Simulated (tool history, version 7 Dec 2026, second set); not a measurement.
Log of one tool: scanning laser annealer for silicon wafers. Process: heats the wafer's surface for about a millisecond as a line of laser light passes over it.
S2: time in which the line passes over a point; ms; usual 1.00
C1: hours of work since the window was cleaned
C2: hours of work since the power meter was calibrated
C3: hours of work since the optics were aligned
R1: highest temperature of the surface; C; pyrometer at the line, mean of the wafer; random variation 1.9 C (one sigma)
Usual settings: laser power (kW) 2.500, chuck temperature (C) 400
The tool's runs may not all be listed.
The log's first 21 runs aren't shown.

At hour 516.6: window over the wafer cleaned.
Run 22, hour 539.2: usual settings but laser power (kW) 2.579, S2 1.03 ms, chuck temperature (C) 425; C1 17; C2 1519; C3 1600. Result: R1 1280 C.
Run 23, hour 567.3: usual settings but laser power (kW) 2.579, S2 0.85 ms, chuck temperature (C) 425; C1 39; C2 1540; C3 1621. Result: R1 1202 C.
Run 24, hour 588.5: usual settings but laser power (kW) 2.527, chuck temperature (C) 402; C1 55; C2 1557; C3 1638. Result: R1 1229 C.
Run 25, hour 619.0: usual settings but laser power (kW) 2.213, S2 0.85 ms, chuck temperature (C) 384; C1 78; C2 1580; C3 1661. Result: R1 1043 C.
Run 26, hour 654.5: usual settings but laser power (kW) 2.213, S2 0.85 ms, chuck temperature (C) 384; C1 105; C2 1607; C3 1688. Result: R1 1043 C.
Run 27, hour 675.4: usual settings but S2 0.88 ms, chuck temperature (C) 374; C1 121; C2 1623; C3 1704. Result: R1 1131 C.
Run 28, hour 709.6: usual settings but laser power (kW) 2.473, S2 0.91 ms, chuck temperature (C) 428; C1 147; C2 1649; C3 1730. Result: R1 1194 C.
Run 29, hour 741.1: usual settings but chuck temperature (C) 374; C1 171; C2 1673; C3 1754. Result: R1 1183 C.
Run 30, hour 766.5: usual settings but chuck temperature (C) 374; C1 190; C2 1692; C3 1773. Result: R1 1185 C.
Run 31, hour 802.8: usual settings but chuck temperature (C) 374; C1 218; C2 1720; C3 1801. Result: R1 1180 C.
Run 32, hour 828.7: usual settings but chuck temperature (C) 374; C1 237; C2 1739; C3 1820. Result: R1 1178 C.
At hour 854.1: optics aligned, line set to its width.
Run 33, hour 855.0: usual settings but laser power (kW) 2.234, chuck temperature (C) 414; C1 254; C2 1755; C3 1. Result: R1 1140 C.

4 ways to go on from here, each from the tool as it stands after run 33. What would each give?
Run A, hour 889.2: usual settings but laser power (kW) 2.176, S2 1.18 ms, chuck temperature (C) 389; C1 280; C2 1782; C3 27. Result: R1 ?.
Run B, hour 889.2: usual settings but laser power (kW) 2.670, chuck temperature (C) 363; C1 280; C2 1782; C3 27. Result: R1 ?.
Run C, hour 889.2: usual settings but laser power (kW) 2.573; C1 280; C2 1782; C3 27. Result: R1 ?.
Run D, hour 889.2: usual settings but chuck temperature (C) 365; C1 280; C2 1782; C3 27. Result: R1 ?.

run    R1
  A  1160
  B  1240
  C  1242
  D  1181
Without the tool's hidden state the same runs would have given:
run    R1
  A  1178
  B  1261
  C  1263
  D  1201
